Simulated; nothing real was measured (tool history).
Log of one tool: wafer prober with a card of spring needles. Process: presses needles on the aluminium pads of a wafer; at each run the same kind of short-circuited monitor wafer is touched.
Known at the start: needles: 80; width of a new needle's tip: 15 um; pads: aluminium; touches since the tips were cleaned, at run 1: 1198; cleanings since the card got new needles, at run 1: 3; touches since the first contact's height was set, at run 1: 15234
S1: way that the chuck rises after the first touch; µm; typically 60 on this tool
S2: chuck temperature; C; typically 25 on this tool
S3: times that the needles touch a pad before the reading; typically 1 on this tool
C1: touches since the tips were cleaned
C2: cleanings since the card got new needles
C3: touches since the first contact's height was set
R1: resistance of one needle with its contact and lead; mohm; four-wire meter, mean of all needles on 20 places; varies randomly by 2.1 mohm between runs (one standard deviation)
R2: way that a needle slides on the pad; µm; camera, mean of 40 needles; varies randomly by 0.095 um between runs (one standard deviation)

run   hour  S1  S2  S3    C1  C2     C3   R1    R2
  1    0.0  60  25   1  1198   3  15234  279  7.83
       7.4  -- tips cleaned on abrasive film
  2   11.4  45  25   1  1695   4  19995  437  5.98
      17.7  -- tips cleaned on abrasive film
  3   20.9  60  25   1  1327   5  23907  287  7.71
      27.9  -- tips cleaned on abrasive film
  4   29.7  60  25   1   764   6  27585  273  7.80
      38.0  -- tips cleaned on abrasive film
  5   39.8  60  25   2   744   7  31743  252  7.98
  6   45.5  60  25   3  3137   7  34136  257  7.89
      47.9  -- tips cleaned on abrasive film
  7   55.8  60  25   3  3307   8  38418  262  7.94
      58.2  -- tips cleaned on abrasive film
      67.9  -- tips cleaned on abrasive film
  8   67.9  60  25   3     0  10  43436  232  7.68
  9   73.9  60  25   3  2507  10  45943  258  7.84
      77.8  -- tips cleaned on abrasive film
      82.1  -- tips cleaned on abrasive film, once more
 10   85.7  60  29   1  1514  12  50823  291  7.75
      92.0  -- tips cleaned on abrasive film
 11   98.1  60  29   1  2572  13  55970  322  7.72
     102.1  -- tips cleaned on abrasive film
 12  110.9  60  29   1  3725  14  61309  334  7.82
     112.0  -- tips cleaned on abrasive film
 13  118.5  60  26   1  2740  15  64441  326  7.60
     122.6  -- tips cleaned on abrasive film
 14  125.3  58  25   1  1169  16  67270  304  7.41
     132.2  -- tips cleaned on abrasive film
 15  137.8  57  69   1  2331  17  72449  333  7.18
     141.9  -- tips cleaned on abrasive film
 16  148.4  40  27   2  2714  18  76843  360  4.96
     152.4  -- tips cleaned on abrasive film
 17  153.9  40  42   3   621  19  79109  277  5.05
     162.3  -- tips cleaned on abrasive film
 18  165.2  40  33   2  1232  20  83824  326  4.87
     172.0  -- tips cleaned on abrasive film
 19  174.5  40  33   2  1061  21  87678  314  4.99
     181.6  -- tips cleaned on abrasive film
 20  182.5  40  33   2   370  22  90977  281  4.87
 21  188.3  40  33   2  2827  22  93434  373  5.11

The next listed run, before its measurement:
     191.5  -- tips cleaned on abrasive film
 22  195.8  40  33   2  1799  23  96534   ?   ?

R1: 342 mohm
R2: 4.99 µm
With no hidden state in the tool, this same run would have given R1 233 mohm, R2 5.37 µm.

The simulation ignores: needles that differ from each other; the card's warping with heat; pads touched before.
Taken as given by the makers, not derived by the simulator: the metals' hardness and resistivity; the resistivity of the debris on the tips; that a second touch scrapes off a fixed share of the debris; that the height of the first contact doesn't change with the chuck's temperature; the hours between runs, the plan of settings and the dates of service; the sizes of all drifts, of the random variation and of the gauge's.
